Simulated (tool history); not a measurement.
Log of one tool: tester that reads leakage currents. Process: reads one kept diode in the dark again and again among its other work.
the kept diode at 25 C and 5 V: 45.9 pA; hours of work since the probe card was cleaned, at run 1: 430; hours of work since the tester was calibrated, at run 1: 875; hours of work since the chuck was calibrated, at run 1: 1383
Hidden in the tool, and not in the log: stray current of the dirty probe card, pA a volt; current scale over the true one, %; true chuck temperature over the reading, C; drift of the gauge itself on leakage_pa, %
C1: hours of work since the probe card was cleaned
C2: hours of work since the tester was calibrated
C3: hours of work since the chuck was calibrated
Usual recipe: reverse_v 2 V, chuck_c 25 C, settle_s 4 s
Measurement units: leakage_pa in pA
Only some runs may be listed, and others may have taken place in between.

Run 1, hour 0: usual settings; C1 430; C2 875; C3 1383. Result: leakage_pa 35.65 pA.
Run 2, hour 22.6: usual settings; C1 447; C2 892; C3 1400. Result: leakage_pa 35.53 pA.
Run 3, hour 52.7: usual settings; C1 470; C2 915; C3 1423. Result: leakage_pa 35.64 pA.
Run 4, hour 82.7: usual settings; C1 493; C2 938; C3 1446. Result: leakage_pa 36 pA.
Run 5, hour 118.2: usual settings; C1 520; C2 965; C3 1473. Result: leakage_pa 36.07 pA.
Run 6, hour 137.2: usual settings; C1 535; C2 980; C3 1488. Result: leakage_pa 36.07 pA.
Run 7, hour 157: usual settings; C1 550; C2 995; C3 1503. Result: leakage_pa 36 pA.
At hour 170.9: chuck's temperature calibrated.
Run 8, hour 204: usual settings but chuck_c 22 C; C1 584; C2 1029; C3 25. Result: leakage_pa 24 pA.
Run 9, hour 235.2: usual settings but chuck_c 22 C; C1 608; C2 1053; C3 49. Result: leakage_pa 24.29 pA.
Run 10, hour 274.8: usual settings but chuck_c 24 C; C1 639; C2 1084; C3 80. Result: leakage_pa 28.5 pA.
Run 11, hour 297.6: usual settings but chuck_c 24 C; C1 656; C2 1101; C3 97. Result: leakage_pa 28.79 pA.
Run 12, hour 336.4: usual settings but reverse_v 10.3 V; C1 686; C2 1131; C3 127. Result: leakage_pa 69.32 pA.
Run 13, hour 362.1: usual settings but reverse_v 10.3 V; C1 705; C2 1150; C3 146. Result: leakage_pa 69.65 pA.
Run 14, hour 381.9: usual settings but reverse_v 10.3 V; C1 721; C2 1166; C3 162. Result: leakage_pa 69.95 pA.
Run 15, hour 402.8: usual settings but reverse_v 10.3 V; C1 737; C2 1182; C3 178. Result: leakage_pa 69.98 pA.
Run 16, hour 441.9: usual settings but reverse_v 10.3 V; C1 767; C2 1211; C3 207. Result: leakage_pa 71.02 pA.
Run 17, hour 473.6: usual settings but reverse_v 2.1 V, chuck_c 35 C, settle_s 0.53 s; C1 791; C2 1236; C3 232. Result: leakage_pa 73.43 pA.
Run 18, hour 505.8: usual settings but reverse_v 5.8 V, chuck_c 39 C, settle_s 0.53 s; C1 816; C2 1260; C3 256. Result: leakage_pa 163.04 pA.
Run 19, hour 548.9: usual settings but reverse_v 6.05 V, chuck_c 39 C, settle_s 0.53 s; C1 849; C2 1293; C3 289. Result: leakage_pa 166.85 pA.
Run 20, hour 570.1: usual settings but reverse_v 6.05 V, chuck_c 39 C, settle_s 0.53 s; C1 865; C2 1310; C3 306. Result: leakage_pa 168.31 pA.
Run 21, hour 607.3: usual settings but reverse_v 4.78 V, chuck_c 24 C, settle_s 1.61 s; C1 893; C2 1338; C3 334. Result: leakage_pa 45.98 pA.
Run 22, hour 638.9: usual settings but reverse_v 11.01 V, chuck_c 45 C, settle_s 2.47 s; C1 917; C2 1362; C3 358. Result: leakage_pa 342.39 pA.
Run 23, hour 664.9: usual settings but reverse_v 11.01 V, chuck_c 42 C, settle_s 0.35 s; C1 937; C2 1382; C3 378. Result: leakage_pa 285.47 pA.
Run 24, hour 696.6: usual settings but reverse_v 11.01 V, chuck_c 42 C, settle_s 0.35 s; C1 962; C2 1406; C3 402. Result: leakage_pa 284.18 pA.
Run 25, hour 734.8: usual settings but reverse_v 3.17 V, chuck_c 28 C, settle_s 3.87 s; C1 991; C2 1436; C3 432. Result: leakage_pa 52.38 pA.
Run 26, hour 763.6: usual settings but reverse_v 1.21 V; C1 1013; C2 1458; C3 454. Result: leakage_pa 25.68 pA.
Run 27, hour 794.4: usual settings but reverse_v 1.21 V; C1 1036; C2 1481; C3 477. Result: leakage_pa 25.83 pA.
Run 28, hour 830.9: usual settings but reverse_v 1.21 V; C1 1064; C2 1509; C3 505. Result: leakage_pa 25.98 pA.
Run 29, hour 863: usual settings but reverse_v 2.57 V, chuck_c 36 C; C1 1089; C2 1534; C3 530. Result: leakage_pa 89.34 pA.
Run 30, hour 904.5: usual settings but reverse_v 2.57 V, chuck_c 36 C; C1 1121; C2 1566; C3 562. Result: leakage_pa 89.85 pA.

Same runs, no hidden state in the tool, same run-to-run variation:
run  leakage_pa
  1       30.29
  2       30.11
  3       30.11
  4       30.33
  5       30.27
  6       30.22
  7       30.09
  8       23.34
  9       23.53
 10       27.59
 11        27.8
 12       64.86
 13       64.95
 14       65.06
 15       64.91
 16       65.53
 17       70.75
 18      156.26
 19      159.26
 20      160.36
 21       42.24
 22      325.05
 23      269.59
 24      267.66
 25       48.44
 26       23.82
 27       23.87
 28       23.93
 29       83.12
 30       83.29

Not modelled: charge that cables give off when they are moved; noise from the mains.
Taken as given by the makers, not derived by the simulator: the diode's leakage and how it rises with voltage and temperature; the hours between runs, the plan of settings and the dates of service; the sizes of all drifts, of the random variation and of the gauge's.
